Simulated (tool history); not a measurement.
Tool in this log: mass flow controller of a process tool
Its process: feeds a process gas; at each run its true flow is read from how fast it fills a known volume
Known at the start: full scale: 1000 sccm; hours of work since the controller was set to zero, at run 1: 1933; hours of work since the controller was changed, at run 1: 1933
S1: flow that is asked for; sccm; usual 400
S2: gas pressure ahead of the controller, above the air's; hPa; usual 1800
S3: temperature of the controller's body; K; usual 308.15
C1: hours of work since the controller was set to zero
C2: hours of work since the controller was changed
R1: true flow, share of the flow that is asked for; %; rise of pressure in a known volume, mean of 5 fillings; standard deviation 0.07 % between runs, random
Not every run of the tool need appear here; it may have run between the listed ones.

run 1 hour=0.0 | S1=400 S2=1800 S3=308.15 | C1=1933 C2=1933 | R1=98.14
run 2 hour=155.3 | S1=383 S2=1800 S3=308.15 | C1=2003 C2=2003 | R1=98.00
run 3 hour=451.4 | S1=383 S2=1800 S3=308.15 | C1=2137 C2=2137 | R1=98.11
run 4 hour=649.7 | S1=383 S2=1800 S3=308.15 | C1=2227 C2=2227 | R1=98.18
run 5 hour=806.8 | S1=400 S2=1800 S3=308.15 | C1=2298 C2=2298 | R1=98.07
run 6 hour=1037.8 | S1=400 S2=1800 S3=308.15 | C1=2403 C2=2403 | R1=98.14
run 7 hour=1295.3 | S1=139 S2=1800 S3=308.15 | C1=2520 C2=2520 | R1=96.85
run 8 hour=1441.7 | S1=400 S2=1800 S3=300.15 | C1=2586 C2=2586 | R1=98.55
run 9 hour=1775.1 | S1=400 S2=2390 S3=300.15 | C1=2737 C2=2737 | R1=98.37
run 10 hour=2077.9 | S1=400 S2=2390 S3=300.15 | C1=2874 C2=2874 | R1=98.41
run 11 hour=2312.2 | S1=400 S2=2530 S3=308.15 | C1=2980 C2=2980 | R1=97.89
run 12 hour=2651.4 | S1=400 S2=2530 S3=308.15 | C1=3134 C2=3134 | R1=97.86
run 13 hour=2825.4 | S1=400 S2=2530 S3=308.15 | C1=3213 C2=3213 | R1=97.79
run 14 hour=2972.7 | S1=400 S2=2530 S3=308.15 | C1=3279 C2=3279 | R1=98.00
-- hour=2997.2 controller's zero set anew
run 15 hour=3213.5 | S1=257 S2=1850 S3=308.15 | C1=98 C2=3388 | R1=97.27
run 16 hour=3491.3 | S1=253 S2=1850 S3=303.15 | C1=224 C2=3514 | R1=97.45
run 17 hour=3775.0 | S1=253 S2=1850 S3=303.15 | C1=352 C2=3643 | R1=97.35
run 18 hour=4049.1 | S1=253 S2=1850 S3=303.15 | C1=476 C2=3767 | R1=97.43
run 19 hour=4200.1 | S1=400 S2=1560 S3=294.15 | C1=545 C2=3835 | R1=98.74
run 20 hour=4361.3 | S1=140 S2=1740 S3=297.15 | C1=618 C2=3908 | R1=96.58
run 21 hour=4567.8 | S1=400 S2=1800 S3=311.15 | C1=711 C2=4002 | R1=97.67
-- hour=4710.6 controller's zero set anew, once more
run 22 hour=4889.3 | S1=400 S2=1800 S3=311.15 | C1=81 C2=4147 | R1=98.27
run 23 hour=5106.0 | S1=400 S2=1800 S3=311.15 | C1=179 C2=4245 | R1=98.33
run 24 hour=5246.9 | S1=400 S2=1800 S3=311.15 | C1=243 C2=4309 | R1=98.42
run 25 hour=5443.6 | S1=802 S2=1750 S3=297.15 | C1=332 C2=4398 | R1=100.07
run 26 hour=5593.7 | S1=798 S2=1750 S3=297.15 | C1=400 C2=4466 | R1=100.15
run 27 hour=5813.1 | S1=798 S2=1750 S3=297.15 | C1=499 C2=4566 | R1=100.05
run 28 hour=5982.8 | S1=332 S2=2640 S3=297.15 | C1=576 C2=4642 | R1=98.69

Hidden state or all else? Some run-to-run changes of R1, split into what the settings, what came in and random variation would give without the hidden state, and what is left for the hidden state (with any gauge scatter that isn't in both results):
Hidden state at play: flow at rest that the sensor doesn't see, % of full scale; true flow over the shown one, %; drift of the gauge itself on true_pct, %.
Run 7 -> 8: S1 139 -> 400, S3 308.15 -> 300.15. R1 +1.70 %: hidden state +0.63, all else +1.07.
Run 19 -> 20: S1 400 -> 140, S2 1560 -> 1740, S3 294.15 -> 297.15. R1 -2.16 %: hidden state -1.41, all else -0.75.
Run 20 -> 21: S1 140 -> 400, S2 1740 -> 1800, S3 297.15 -> 311.15. R1 +1.09 %: hidden state +1.42, all else -0.33.
